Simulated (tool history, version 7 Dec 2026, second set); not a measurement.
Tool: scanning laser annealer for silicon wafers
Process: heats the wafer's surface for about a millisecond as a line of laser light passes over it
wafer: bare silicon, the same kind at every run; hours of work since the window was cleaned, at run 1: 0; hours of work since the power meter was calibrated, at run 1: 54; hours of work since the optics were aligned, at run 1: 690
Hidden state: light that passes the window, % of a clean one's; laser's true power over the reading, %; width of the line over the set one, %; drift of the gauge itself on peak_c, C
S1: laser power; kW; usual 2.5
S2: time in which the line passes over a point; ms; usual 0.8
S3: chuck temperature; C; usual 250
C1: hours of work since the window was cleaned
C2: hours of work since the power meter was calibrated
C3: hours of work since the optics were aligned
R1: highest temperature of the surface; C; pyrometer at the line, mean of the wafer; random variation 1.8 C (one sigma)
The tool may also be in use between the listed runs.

Run 1, hour 0: usual settings; C1 0; C2 54; C3 690. Result: R1 1003 C.
Run 2, hour 11.4: usual settings but S2 0.948 ms; C1 6; C2 60; C3 696. Result: R1 1069 C.
Run 3, hour 27.6: usual settings but S2 0.948 ms; C1 14; C2 68; C3 704. Result: R1 1067 C.
Run 4, hour 47.1: usual settings but S2 0.948 ms; C1 24; C2 78; C3 714. Result: R1 1065 C.
Run 5, hour 58.7: usual settings but S2 0.948 ms; C1 30; C2 84; C3 720. Result: R1 1067 C.
Run 6, hour 67.9: usual settings; C1 34; C2 89; C3 725. Result: R1 1007 C.
Run 7, hour 80.2: usual settings; C1 41; C2 95; C3 731. Result: R1 1003 C.
Run 8, hour 94: usual settings but S2 0.814 ms; C1 48; C2 102; C3 738. Result: R1 1014 C.
Run 9, hour 115.5: usual settings; C1 59; C2 113; C3 749. Result: R1 1005 C.
Run 10, hour 135.3: usual settings; C1 69; C2 123; C3 759. Result: R1 1003 C.
Run 11, hour 156.9: usual settings; C1 80; C2 134; C3 770. Result: R1 1002 C.
Run 12, hour 168.6: usual settings; C1 85; C2 140; C3 776. Result: R1 1004 C.
Run 13, hour 183: usual settings but S1 2.511 kW; C1 93; C2 147; C3 783. Result: R1 1008 C.
Run 14, hour 202.1: usual settings; C1 102; C2 157; C3 793. Result: R1 1008 C.
Run 15, hour 219.9: usual settings; C1 111; C2 166; C3 802. Result: R1 1007 C.
Run 16, hour 233.2: usual settings; C1 118; C2 172; C3 809. Result: R1 1006 C.
Run 17, hour 246.2: usual settings; C1 125; C2 179; C3 815. Result: R1 1002 C.
Run 18, hour 261.6: usual settings; C1 133; C2 187; C3 823. Result: R1 1007 C.
Run 19, hour 283.8: usual settings; C1 144; C2 198; C3 834. Result: R1 1002 C.
Run 20, hour 303.3: usual settings; C1 154; C2 208; C3 844. Result: R1 1001 C.
Run 21, hour 316.5: usual settings; C1 160; C2 215; C3 851. Result: R1 1004 C.
Run 22, hour 336.1: usual settings but S1 2.553 kW, S2 0.594 ms, S3 215 C; C1 170; C2 225; C3 861. Result: R1 891 C.
Run 23, hour 351.3: usual settings but S1 2.553 kW, S2 0.594 ms, S3 215 C; C1 178; C2 232; C3 868. Result: R1 891 C.
Run 24, hour 369: usual settings but S1 2.553 kW, S2 0.594 ms, S3 215 C; C1 187; C2 241; C3 877. Result: R1 889 C.
Run 25, hour 387.6: usual settings but S1 2.32 kW, S2 0.704 ms; C1 196; C2 251; C3 887. Result: R1 901 C.
Run 26, hour 397.1: usual settings but S1 2.517 kW, S2 0.56 ms; C1 201; C2 255; C3 892. Result: R1 896 C.
Run 27, hour 407.5: usual settings but S1 2.517 kW, S2 0.56 ms; C1 206; C2 261; C3 897. Result: R1 897 C.
Run 28, hour 422.6: usual settings but S1 2.268 kW, S2 0.962 ms; C1 214; C2 268; C3 905. Result: R1 982 C.
Run 29, hour 431.9: usual settings but S1 2.268 kW, S2 0.795 ms, S3 223 C; C1 219; C2 273; C3 909. Result: R1 895 C.
Run 30, hour 441: usual settings but S1 2.463 kW, S2 0.653 ms, S3 236 C; C1 223; C2 278; C3 914. Result: R1 913 C.
Run 31, hour 454.2: usual settings but S1 2.463 kW, S2 0.653 ms, S3 236 C; C1 230; C2 284; C3 921. Result: R1 913 C.
Run 32, hour 473.5: usual settings but S1 2.463 kW, S2 0.653 ms, S3 236 C; C1 240; C2 294; C3 930. Result: R1 909 C.
Run 33, hour 488.6: usual settings but S1 2.304 kW, S3 218 C; C1 248; C2 302; C3 938. Result: R1 904 C.
Run 34, hour 509.3: usual settings but S1 2.304 kW, S3 218 C; C1 258; C2 312; C3 949. Result: R1 902 C.
Run 35, hour 526.3: usual settings but S1 2.304 kW, S3 218 C; C1 267; C2 321; C3 957. Result: R1 901 C.
Run 36, hour 542.6: usual settings but S1 2.324 kW, S2 0.849 ms, S3 219 C; C1 275; C2 329; C3 965. Result: R1 933 C.
Run 37, hour 563: usual settings but S1 2.247 kW, S2 0.675 ms, S3 231 C; C1 285; C2 340; C3 976. Result: R1 848 C.
Run 38, hour 574.6: usual settings but S1 2.36 kW, S3 226 C; C1 291; C2 345; C3 982. Result: R1 934 C.
Run 39, hour 595.6: usual settings but S1 2.296 kW, S2 0.688 ms, S3 286 C; C1 302; C2 356; C3 992. Result: R1 920 C.
Run 40, hour 605.2: usual settings but S1 2.296 kW, S2 0.688 ms, S3 286 C; C1 307; C2 361; C3 997. Result: R1 919 C.
Run 41, hour 617.2: usual settings but S1 2.296 kW, S2 0.688 ms, S3 286 C; C1 313; C2 367; C3 1003. Result: R1 917 C.

Forecast each of these 3 alternatives for the next run:
Run A, hour 639.3: usual settings but S1 2.214 kW, S2 0.688 ms, S3 288 C; C1 324; C2 378; C3 1014. Result: R1 ?.
Run B, hour 639.3: usual settings but S1 2.653 kW, S2 0.688 ms, S3 223 C; C1 324; C2 378; C3 1014. Result: R1 ?.
Run C, hour 639.3: usual settings but S1 2.245 kW, S2 0.795 ms, S3 271 C; C1 324; C2 378; C3 1014. Result: R1 ?.

run   R1
  A  896
  B  977
  C  934
Without the tool's hidden state the same runs would have given:
run   R1
  A  896
  B  978
  C  934

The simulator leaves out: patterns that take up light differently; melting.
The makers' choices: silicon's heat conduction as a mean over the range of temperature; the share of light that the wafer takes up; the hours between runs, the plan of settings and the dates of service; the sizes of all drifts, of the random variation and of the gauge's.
